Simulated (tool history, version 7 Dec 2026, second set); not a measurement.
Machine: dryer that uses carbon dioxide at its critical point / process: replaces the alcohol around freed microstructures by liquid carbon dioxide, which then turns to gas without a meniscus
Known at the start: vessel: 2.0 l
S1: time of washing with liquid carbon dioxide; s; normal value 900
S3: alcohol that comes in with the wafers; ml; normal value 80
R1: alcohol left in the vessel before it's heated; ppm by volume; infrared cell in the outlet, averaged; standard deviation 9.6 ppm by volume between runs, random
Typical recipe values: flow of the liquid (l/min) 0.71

Run 1, hour 0: usual settings. Result: R1 1023 ppm by volume.
Run 2, hour 51.9: usual settings. Result: R1 1111 ppm by volume.
Run 3, hour 79.1: usual settings. Result: R1 1116 ppm by volume.
Run 4, hour 134: usual settings but flow of the liquid (l/min) 0.637. Result: R1 1639 ppm by volume.
Run 5, hour 184.7: usual settings but S3 25 ml. Result: R1 558 ppm by volume.
Run 6, hour 230.2: usual settings but S3 25 ml. Result: R1 567 ppm by volume.
Run 7, hour 261.4: usual settings but S1 1200 s, S3 25 ml. Result: R1 340 ppm by volume.
At hour 302.2: inlet filter changed.
Run 8, hour 312.3: usual settings but S1 1200 s, flow of the liquid (l/min) 0.906, S3 25 ml. Result: R1 256 ppm by volume.
Run 9, hour 347.1: usual settings but S1 1200 s, flow of the liquid (l/min) 0.906, S3 25 ml. Result: R1 261 ppm by volume.
Run 10, hour 401.6: usual settings but S1 1200 s, flow of the liquid (l/min) 0.906, S3 25 ml. Result: R1 267 ppm by volume.
Run 11, hour 442.6: usual settings but S1 1200 s, flow of the liquid (l/min) 0.906, S3 25 ml. Result: R1 279 ppm by volume.
At hour 464: purifier's bed changed.
Run 12, hour 471.9: usual settings but S1 1200 s, flow of the liquid (l/min) 0.906, S3 25 ml. Result: R1 19 ppm by volume.
Run 13, hour 528.1: usual settings. Result: R1 703 ppm by volume.
Run 14, hour 571.3: usual settings. Result: R1 738 ppm by volume.
Run 15, hour 608.5: usual settings but flow of the liquid (l/min) 0.445. Result: R1 3718 ppm by volume.
Run 16, hour 665: usual settings but flow of the liquid (l/min) 0.445. Result: R1 3783 ppm by volume.
Run 17, hour 704.4: usual settings but flow of the liquid (l/min) 0.445. Result: R1 3769 ppm by volume.
Run 18, hour 762.1: usual settings but flow of the liquid (l/min) 0.445. Result: R1 4062 ppm by volume.
Run 19, hour 810.8: usual settings but flow of the liquid (l/min) 0.444. Result: R1 4240 ppm by volume.
Run 20, hour 840.3: usual settings. Result: R1 1051 ppm by volume.
Run 21, hour 874.8: usual settings but flow of the liquid (l/min) 0.443. Result: R1 4372 ppm by volume.
Run 22, hour 912.4: usual settings but flow of the liquid (l/min) 0.443. Result: R1 4627 ppm by volume.
Run 23, hour 966.9: usual settings but flow of the liquid (l/min) 0.443. Result: R1 4684 ppm by volume.
At hour 978.2: inlet filter changed.
Run 24, hour 1021.7: usual settings but flow of the liquid (l/min) 0.443. Result: R1 3135 ppm by volume.
Run 25, hour 1046: usual settings but flow of the liquid (l/min) 1.114. Result: R1 137 ppm by volume.
Run 26, hour 1075.4: usual settings but flow of the liquid (l/min) 1.114. Result: R1 148 ppm by volume.
Run 27, hour 1099.4: usual settings but S1 960 s, S3 118 ml. Result: R1 797 ppm by volume.
Run 28, hour 1132.7: usual settings but S1 1440 s, flow of the liquid (l/min) 0.508, S3 31 ml. Result: R1 264 ppm by volume.
Run 29, hour 1165: usual settings but S1 1440 s, flow of the liquid (l/min) 0.508, S3 31 ml. Result: R1 286 ppm by volume.

Forecast run 30:
Run 30, hour 1217.5: usual settings but S1 1440 s, flow of the liquid (l/min) 0.508, S3 31 ml. Result: R1 ?.

Logged for run 30: R1 295 ppm by volume.
With no hidden state in the tool, this same run would have given R1 128 ppm by volume.

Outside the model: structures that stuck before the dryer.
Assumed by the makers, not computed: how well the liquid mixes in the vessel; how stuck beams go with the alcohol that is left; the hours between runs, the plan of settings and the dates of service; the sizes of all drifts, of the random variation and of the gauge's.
